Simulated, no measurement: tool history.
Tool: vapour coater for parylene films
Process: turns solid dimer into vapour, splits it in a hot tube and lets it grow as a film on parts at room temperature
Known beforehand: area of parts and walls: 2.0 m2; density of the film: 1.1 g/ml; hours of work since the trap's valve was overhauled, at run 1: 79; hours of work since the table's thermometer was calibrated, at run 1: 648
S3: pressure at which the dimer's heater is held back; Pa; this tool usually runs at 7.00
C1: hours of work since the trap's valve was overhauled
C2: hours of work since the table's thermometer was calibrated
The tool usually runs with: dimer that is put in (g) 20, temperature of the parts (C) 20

Run 1, hour 0.0: usual settings; C1 79; C2 648. Result: thickness of the film (um) 4.70.
Run 2, hour 22.8: usual settings; C1 98; C2 667. Result: thickness of the film (um) 4.73.
Run 3, hour 65.6: usual settings; C1 134; C2 702. Result: thickness of the film (um) 4.66.
Run 4, hour 92.2: usual settings; C1 156; C2 724. Result: thickness of the film (um) 4.61.
Run 5, hour 122.0: usual settings; C1 181; C2 749. Result: thickness of the film (um) 4.66.
Run 6, hour 156.0: usual settings; C1 209; C2 778. Result: thickness of the film (um) 4.53.
Run 7, hour 179.1: usual settings but temperature of the parts (C) 16; C1 229; C2 797. Result: thickness of the film (um) 5.43.
Run 8, hour 230.7: usual settings but temperature of the parts (C) 16, S3 9.27 Pa; C1 272; C2 840. Result: thickness of the film (um) 5.08.
Run 9, hour 271.7: usual settings but temperature of the parts (C) 16, S3 9.27 Pa; C1 306; C2 874. Result: thickness of the film (um) 5.07.
Run 10, hour 302.9: usual settings but S3 6.83 Pa; C1 332; C2 900. Result: thickness of the film (um) 4.38.
Run 11, hour 349.6: usual settings but S3 6.83 Pa; C1 371; C2 939. Result: thickness of the film (um) 4.33.
Run 12, hour 377.8: usual settings; C1 394; C2 963. Result: thickness of the film (um) 4.33.
At hour 392.0: trap's valve overhauled.
Run 13, hour 416.9: usual settings; C1 21; C2 992. Result: thickness of the film (um) 4.89.
Run 14, hour 468.0: usual settings; C1 63; C2 1035. Result: thickness of the film (um) 4.77.
Run 15, hour 509.8: usual settings but S3 2.63 Pa; C1 98; C2 1070. Result: thickness of the film (um) 5.74.
Run 16, hour 546.5: usual settings but S3 2.63 Pa; C1 129; C2 1100. Result: thickness of the film (um) 5.73.
Run 17, hour 575.1: usual settings; C1 153; C2 1124. Result: thickness of the film (um) 4.72.
Run 18, hour 615.0: usual settings; C1 186; C2 1158. Result: thickness of the film (um) 4.56.
Run 19, hour 659.5: usual settings but dimer that is put in (g) 15; C1 223; C2 1195. Result: thickness of the film (um) 3.46.
Run 20, hour 696.5: usual settings but dimer that is put in (g) 15; C1 254; C2 1226. Result: thickness of the film (um) 3.47.
Run 21, hour 747.0: usual settings but dimer that is put in (g) 23, temperature of the parts (C) 22, S3 10.85 Pa; C1 296; C2 1268. Result: thickness of the film (um) 4.33.
Run 22, hour 787.6: usual settings but dimer that is put in (g) 18, temperature of the parts (C) 16, S3 3.04 Pa; C1 330; C2 1302. Result: thickness of the film (um) 5.68.
Run 23, hour 839.3: usual settings but dimer that is put in (g) 9, S3 10.63 Pa; C1 373; C2 1345. Result: thickness of the film (um) 1.79.
At hour 876.7: trap's valve overhauled.
Run 24, hour 899.1: usual settings but dimer that is put in (g) 9, S3 7.37 Pa; C1 19; C2 1391. Result: thickness of the film (um) 2.17.
Run 25, hour 953.3: usual settings but dimer that is put in (g) 9, temperature of the parts (C) 21, S3 3.89 Pa; C1 64; C2 1437. Result: thickness of the film (um) 2.32.
Run 26, hour 993.0: usual settings but dimer that is put in (g) 16; C1 97; C2 1470. Result: thickness of the film (um) 3.84.
Run 27, hour 1025.0: usual settings but dimer that is put in (g) 26, temperature of the parts (C) 21, S3 3.26 Pa; C1 124; C2 1496. Result: thickness of the film (um) 6.86.
Run 28, hour 1076.1: usual settings but dimer that is put in (g) 26, temperature of the parts (C) 21, S3 3.26 Pa; C1 166; C2 1539. Result: thickness of the film (um) 6.91.
Run 29, hour 1112.4: usual settings but dimer that is put in (g) 26, temperature of the parts (C) 21, S3 3.26 Pa; C1 197; C2 1569. Result: thickness of the film (um) 6.80.
At hour 1134.3: table's thermometer calibrated.
Run 30, hour 1158.4: usual settings but dimer that is put in (g) 9, temperature of the parts (C) 31, S3 4.68 Pa; C1 234; C2 20. Result: thickness of the film (um) 1.28.
Run 31, hour 1188.4: usual settings but dimer that is put in (g) 25, temperature of the parts (C) 30, S3 2.45 Pa; C1 259; C2 45. Result: thickness of the film (um) 4.23.
Run 32, hour 1229.0: usual settings but dimer that is put in (g) 25, temperature of the parts (C) 21; C1 293; C2 79. Result: thickness of the film (um) 5.15.
Run 33, hour 1258.3: usual settings but temperature of the parts (C) 24, S3 2.99 Pa; C1 318; C2 104. Result: thickness of the film (um) 4.23.
Run 34, hour 1299.3: usual settings but dimer that is put in (g) 31, temperature of the parts (C) 19, S3 2.24 Pa; C1 352; C2 138. Result: thickness of the film (um) 8.58.
Run 35, hour 1329.3: usual settings but dimer that is put in (g) 31, temperature of the parts (C) 23, S3 2.24 Pa; C1 377; C2 163. Result: thickness of the film (um) 7.13.
At hour 1364.7: trap's valve overhauled.
Run 36, hour 1386.6: usual settings but dimer that is put in (g) 31, temperature of the parts (C) 23, S3 2.24 Pa; C1 18; C2 207. Result: thickness of the film (um) 8.04.
Run 37, hour 1438.6: usual settings but dimer that is put in (g) 19, temperature of the parts (C) 24, S3 5.07 Pa; C1 62; C2 251. Result: thickness of the film (um) 3.96.
Run 38, hour 1463.4: usual settings but dimer that is put in (g) 10, temperature of the parts (C) 24, S3 8.65 Pa; C1 82; C2 271. Result: thickness of the film (um) 1.86.
Run 39, hour 1500.5: usual settings but dimer that is put in (g) 23, S3 6.34 Pa; C1 113; C2 302. Result: thickness of the film (um) 5.41.

Each row is a separate what-if for the run after 39, all from the same tool condition, not one after another. Results?
Run A, hour 1550.7: usual settings but dimer that is put in (g) 21, temperature of the parts (C) 19, S3 3.14 Pa; C1 155; C2 344. Result: thickness of the film (um) ?.
Run B, hour 1550.7: usual settings but dimer that is put in (g) 11, temperature of the parts (C) 25, S3 3.73 Pa; C1 155; C2 344. Result: thickness of the film (um) ?.
Run C, hour 1550.7: usual settings but dimer that is put in (g) 9, temperature of the parts (C) 14; C1 155; C2 344. Result: thickness of the film (um) ?.
Run D, hour 1550.7: usual settings but dimer that is put in (g) 23, temperature of the parts (C) 29, S3 3.31 Pa; C1 155; C2 344. Result: thickness of the film (um) ?.

run  thickness of the film (um)
  A                        5.85
  B                        2.25
  C                        2.71
  D                        4.02
Without the tool's hidden state the same runs would have given:
run  thickness of the film (um)
  A                        6.12
  B                        2.35
  C                        2.83
  D                        4.20
